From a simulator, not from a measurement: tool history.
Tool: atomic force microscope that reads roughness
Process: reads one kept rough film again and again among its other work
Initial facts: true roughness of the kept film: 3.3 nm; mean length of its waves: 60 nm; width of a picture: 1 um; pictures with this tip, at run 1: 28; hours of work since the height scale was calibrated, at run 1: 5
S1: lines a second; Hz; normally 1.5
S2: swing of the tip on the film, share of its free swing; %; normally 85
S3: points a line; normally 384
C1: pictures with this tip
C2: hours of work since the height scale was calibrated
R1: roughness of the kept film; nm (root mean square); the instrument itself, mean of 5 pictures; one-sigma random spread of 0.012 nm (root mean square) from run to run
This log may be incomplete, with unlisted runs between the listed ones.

Run 1, day 0: usual settings; C1 28; C2 5. Result: R1 2.723 nm (root mean square).
Run 2, day 0.412: usual settings; C1 36; C2 9. Result: R1 2.706 nm (root mean square).
Run 3, day 0.733: usual settings; C1 43; C2 13. Result: R1 2.709 nm (root mean square).
Run 4, day 1.104: usual settings; C1 50; C2 17. Result: R1 2.711 nm (root mean square).
Run 5, day 1.65: usual settings; C1 61; C2 23. Result: R1 2.698 nm (root mean square).
Run 6, day 2.171: usual settings but S2 74 %; C1 72; C2 29. Result: R1 2.842 nm (root mean square).
Run 7, day 2.692: usual settings but S2 74 %; C1 83; C2 35. Result: R1 2.814 nm (root mean square).
Run 8, day 2.929: usual settings but S2 74 %; C1 88; C2 37. Result: R1 2.808 nm (root mean square).
Run 9, day 3.179: usual settings but S2 74 %; C1 93; C2 40. Result: R1 2.821 nm (root mean square).
Run 10, day 3.429: usual settings but S2 74 %; C1 98; C2 43. Result: R1 2.82 nm (root mean square).
Run 11, day 3.758: usual settings but S2 74 %; C1 105; C2 47. Result: R1 2.806 nm (root mean square).
Run 12, day 4.092: usual settings but S1 1.18 Hz; C1 111; C2 50. Result: R1 2.717 nm (root mean square).
Run 13, day 4.321: usual settings but S1 1.18 Hz; C1 116; C2 53. Result: R1 2.704 nm (root mean square).
Run 14, day 4.838: usual settings; C1 127; C2 59. Result: R1 2.634 nm (root mean square).
Run 15, day 5.179: usual settings; C1 134; C2 62. Result: R1 2.627 nm (root mean square).
Run 16, day 5.412: usual settings but S1 0.52 Hz; C1 139; C2 65. Result: R1 2.859 nm (root mean square).
Run 17, day 5.846: usual settings but S3 310; C1 148; C2 70. Result: R1 2.621 nm (root mean square).
Run 18, day 6.279: usual settings but S3 310; C1 156; C2 75. Result: R1 2.588 nm (root mean square).
Run 19, day 6.546: usual settings but S3 482; C1 162; C2 78. Result: R1 2.587 nm (root mean square).
Run 20, day 6.825: usual settings but S2 74 %, S3 482; C1 168; C2 81. Result: R1 2.747 nm (root mean square).
Run 21, day 7.112: usual settings but S2 74 %, S3 482; C1 173; C2 84. Result: R1 2.742 nm (root mean square).
Run 22, day 7.475: usual settings but S2 74 %, S3 482; C1 181; C2 88. Result: R1 2.739 nm (root mean square).
Run 23, day 7.875: usual settings but S2 74 %, S3 482; C1 189; C2 92. Result: R1 2.737 nm (root mean square).
Run 24, day 8.258: usual settings; C1 197; C2 97. Result: R1 2.563 nm (root mean square).
Run 25, day 8.771: usual settings; C1 207; C2 102. Result: R1 2.55 nm (root mean square).
Run 26, day 9.117: usual settings but S1 3.24 Hz, S2 65 %, S3 611; C1 215; C2 106. Result: R1 2.634 nm (root mean square).
Run 27, day 9.421: usual settings but S1 1.59 Hz; C1 221; C2 110. Result: R1 2.521 nm (root mean square).
Run 28, day 9.817: usual settings but S1 1.06 Hz, S3 550; C1 229; C2 114. Result: R1 2.641 nm (root mean square).
Run 29, day 10.058: usual settings but S1 2.25 Hz, S2 73 %, S3 550; C1 234; C2 117. Result: R1 2.589 nm (root mean square).
Run 30, day 10.467: usual settings but S1 2.25 Hz, S2 73 %, S3 550; C1 242; C2 121. Result: R1 2.599 nm (root mean square).
Run 31, day 10.792: usual settings but S1 2.46 Hz, S3 432; C1 249; C2 125. Result: R1 2.328 nm (root mean square).
Run 32, day 11.246: usual settings but S1 2.46 Hz, S3 432; C1 258; C2 130. Result: R1 2.308 nm (root mean square).
At day 11.529: new tip fitted.
Run 33, day 11.608: usual settings but S1 1.41 Hz, S3 544; C1 1; C2 134. Result: R1 2.784 nm (root mean square).
Run 34, day 11.908: usual settings but S1 1.04 Hz, S3 402; C1 7; C2 137. Result: R1 2.858 nm (root mean square).
Run 35, day 12.35: usual settings but S1 0.52 Hz, S3 402; C1 16; C2 142. Result: R1 2.986 nm (root mean square).
Run 36, day 12.679: usual settings but S1 0.52 Hz, S3 402; C1 23; C2 146. Result: R1 2.955 nm (root mean square).
Run 37, day 13.133: usual settings but S1 0.52 Hz, S3 402; C1 32; C2 151. Result: R1 2.947 nm (root mean square).
Run 38, day 13.425: usual settings but S1 2 Hz, S3 451; C1 38; C2 154. Result: R1 2.592 nm (root mean square).
Run 39, day 13.671: usual settings but S1 0.51 Hz, S2 57 %, S3 660; C1 44; C2 157. Result: R1 3.1 nm (root mean square).
Run 40, day 13.921: usual settings but S1 1.3 Hz, S2 87 %; C1 49; C2 159. Result: R1 2.689 nm (root mean square).
Run 41, day 14.262: usual settings but S1 0.55 Hz, S2 75 %, S3 693; C1 56; C2 163. Result: R1 3.008 nm (root mean square).
Run 42, day 14.488: usual settings but S1 0.55 Hz, S2 75 %, S3 693; C1 60; C2 166. Result: R1 3.005 nm (root mean square).
Run 43, day 15: usual settings but S2 84 %; C1 71; C2 171. Result: R1 2.714 nm (root mean square).
Run 44, day 15.433: usual settings but S1 1.69 Hz, S2 90 %, S3 453; C1 80; C2 176. Result: R1 2.542 nm (root mean square).
Run 45, day 15.779: usual settings but S1 1.54 Hz, S2 68 %, S3 399; C1 87; C2 180. Result: R1 2.886 nm (root mean square).
Run 46, day 16.112: usual settings; C1 94; C2 184. Result: R1 2.653 nm (root mean square).
Run 47, day 16.404: usual settings but S1 1.49 Hz, S3 607; C1 100; C2 187. Result: R1 2.642 nm (root mean square).
Run 48, day 16.8: usual settings but S1 0.92 Hz, S2 86 %, S3 426; C1 108; C2 191. Result: R1 2.789 nm (root mean square).
Run 49, day 17.204: usual settings but S1 0.92 Hz, S2 76 %, S3 884; C1 116; C2 196. Result: R1 2.881 nm (root mean square).
Run 50, day 17.442: usual settings but S3 665; C1 121; C2 199. Result: R1 2.623 nm (root mean square).

Branching from run 50: 3 alternative next runs. What would each branch give?
Run A, day 17.817: usual settings but S1 1.6 Hz, S2 69 %, S3 543; C1 129; C2 203. Result: R1 ?.
Run B, day 17.817: usual settings but S2 84 %, S3 665; C1 129; C2 203. Result: R1 ?.
Run C, day 17.817: usual settings but S2 69 %, S3 489; C1 129; C2 203. Result: R1 ?.

run     R1
  A  2.827
  B  2.636
  C  2.832
With the hidden condition removed and each run's random variation left untouched, the same runs would have given:
run     R1
  A  2.973
  B  2.772
  C  2.978
